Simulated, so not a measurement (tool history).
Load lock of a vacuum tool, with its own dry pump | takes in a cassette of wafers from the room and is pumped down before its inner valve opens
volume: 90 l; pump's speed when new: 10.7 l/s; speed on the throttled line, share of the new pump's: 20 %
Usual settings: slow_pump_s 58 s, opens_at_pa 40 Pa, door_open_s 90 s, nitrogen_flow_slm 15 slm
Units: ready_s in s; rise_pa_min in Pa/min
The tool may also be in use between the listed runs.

run,day,slow_pump_s,opens_at_pa,door_open_s,nitrogen_flow_slm,"incoming humidity of the room's air, %",ready_s,rise_pa_min
1,0.000,58,40,90,15,46.0,114.1,0.059
2,10.158,58,40,90,15,43.2,112.6,0.058
3,22.288,58,49,90,15,47.5,110.6,0.061
4,31.679,58,40,90,15,46.3,112.5,0.059
5,42.258,63,40,90,15,48.9,117.2,0.066
6,48.000,58,40,90,15,47.7,112.2,0.061
7,56.033,112,40,90,15,42.7,156.0,0.049
8,63.783,58,64,77,15,44.9,109.0,0.051
9,69.617,58,40,90,7,47.3,112.7,0.073
10,74.592,58,40,90,7,42.6,112.7,0.067
11,85.146,58,40,90,7,42.9,112.4,0.059
12,94.179,78,40,90,21,45.9,129.2,0.052

Run 13 comes next. What will it give?
13,102.300,80,28,90,8,45.7,?,?

ready_s: 133.8 s
rise_pa_min: 0.062 Pa/min
Without the tool's hidden state the same run would have given ready_s 133.8 s, rise_pa_min 0.061 Pa/min.

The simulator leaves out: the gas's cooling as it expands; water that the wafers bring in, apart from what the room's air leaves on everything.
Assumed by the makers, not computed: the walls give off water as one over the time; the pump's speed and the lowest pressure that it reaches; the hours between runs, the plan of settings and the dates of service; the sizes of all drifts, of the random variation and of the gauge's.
